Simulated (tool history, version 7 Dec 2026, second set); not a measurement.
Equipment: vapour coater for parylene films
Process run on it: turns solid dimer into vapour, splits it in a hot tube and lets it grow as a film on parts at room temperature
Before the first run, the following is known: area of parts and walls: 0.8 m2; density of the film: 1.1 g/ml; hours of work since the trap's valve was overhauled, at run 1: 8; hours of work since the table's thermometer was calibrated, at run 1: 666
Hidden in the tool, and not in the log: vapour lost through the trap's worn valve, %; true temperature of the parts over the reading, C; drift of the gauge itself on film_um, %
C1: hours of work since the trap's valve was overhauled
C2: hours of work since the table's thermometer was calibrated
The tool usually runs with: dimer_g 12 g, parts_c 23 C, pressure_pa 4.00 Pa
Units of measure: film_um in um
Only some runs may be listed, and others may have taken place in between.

Run 1, day 0.000: usual settings; C1 8; C2 666. Result: film_um 11.06 um.
Run 2, day 1.825: usual settings; C1 35; C2 693. Result: film_um 11.01 um.
Run 3, day 3.292: usual settings; C1 56; C2 715. Result: film_um 11.13 um.
Run 4, day 4.908: usual settings; C1 80; C2 739. Result: film_um 11.08 um.
Run 5, day 6.238: usual settings; C1 100; C2 758. Result: film_um 11.08 um.
Run 6, day 7.833: usual settings; C1 123; C2 782. Result: film_um 11.32 um.
Run 7, day 8.754: usual settings but dimer_g 21 g; C1 137; C2 795. Result: film_um 19.49 um.
Run 8, day 10.642: usual settings but dimer_g 21 g; C1 165; C2 823. Result: film_um 19.50 um.
Run 9, day 12.838: usual settings but dimer_g 21 g; C1 197; C2 855. Result: film_um 19.35 um.
Run 10, day 14.388: usual settings but dimer_g 21 g; C1 220; C2 878. Result: film_um 19.26 um.
Run 11, day 15.454: usual settings but dimer_g 21 g; C1 235; C2 894. Result: film_um 19.63 um.
Run 12, day 16.467: usual settings but parts_c 15 C; C1 250; C2 909. Result: film_um 13.32 um.
At day 16.829: trap's valve overhauled.
Run 13, day 17.717: usual settings but dimer_g 14 g, parts_c 24 C, pressure_pa 2.37 Pa; C1 13; C2 924. Result: film_um 12.99 um.
Run 14, day 18.750: usual settings but parts_c 28 C, pressure_pa 11.61 Pa; C1 28; C2 940. Result: film_um 7.93 um.
Run 15, day 19.925: usual settings but dimer_g 20 g, parts_c 25 C, pressure_pa 11.61 Pa; C1 46; C2 957. Result: film_um 15.23 um.
Run 16, day 21.542: usual settings but dimer_g 14 g, parts_c 28 C, pressure_pa 7.99 Pa; C1 69; C2 981. Result: film_um 9.67 um.
Run 17, day 23.746: usual settings but dimer_g 14 g, parts_c 28 C, pressure_pa 7.99 Pa; C1 102; C2 1013. Result: film_um 9.52 um.
Run 18, day 25.708: usual settings but dimer_g 20 g, parts_c 16 C, pressure_pa 2.91 Pa; C1 131; C2 1042. Result: film_um 22.19 um.
Run 19, day 27.912: usual settings but dimer_g 9 g, parts_c 19 C, pressure_pa 3.18 Pa; C1 163; C2 1074. Result: film_um 9.94 um.
Run 20, day 29.150: usual settings but dimer_g 6 g, parts_c 15 C, pressure_pa 5.62 Pa; C1 181; C2 1093. Result: film_um 6.73 um.
Run 21, day 30.271: usual settings but dimer_g 6 g, parts_c 15 C, pressure_pa 5.62 Pa; C1 198; C2 1109. Result: film_um 6.70 um.
Run 22, day 32.092: usual settings but dimer_g 6 g, parts_c 29 C, pressure_pa 9.46 Pa; C1 225; C2 1136. Result: film_um 3.96 um.
Run 23, day 33.692: usual settings but dimer_g 6 g, parts_c 29 C, pressure_pa 9.46 Pa; C1 248; C2 1159. Result: film_um 3.90 um.

Alternative continuations, all from the tool just after run 23; predict every row:
At day 34.258: trap's valve overhauled.
Run A, day 35.596: usual settings but dimer_g 16 g, parts_c 28 C, pressure_pa 10.74 Pa; C1 20; C2 1185. Result: film_um ?.
At day 34.258: trap's valve overhauled.
Run B, day 35.596: usual settings but dimer_g 11 g, pressure_pa 7.38 Pa; C1 20; C2 1185. Result: film_um ?.
At day 34.258: trap's valve overhauled.
Run C, day 35.596: usual settings but dimer_g 6 g, parts_c 17 C, pressure_pa 4.71 Pa; C1 20; C2 1185. Result: film_um ?.
At day 34.258: trap's valve overhauled.
Run D, day 35.596: usual settings but dimer_g 7 g, parts_c 29 C, pressure_pa 3.54 Pa; C1 20; C2 1185. Result: film_um ?.

run  film_um
  A    10.73
  B     9.51
  C     6.75
  D     4.97
Without the tool's unlogged condition, the same runs would have read:
run  film_um
  A    10.75
  B     9.53
  C     6.76
  D     4.98

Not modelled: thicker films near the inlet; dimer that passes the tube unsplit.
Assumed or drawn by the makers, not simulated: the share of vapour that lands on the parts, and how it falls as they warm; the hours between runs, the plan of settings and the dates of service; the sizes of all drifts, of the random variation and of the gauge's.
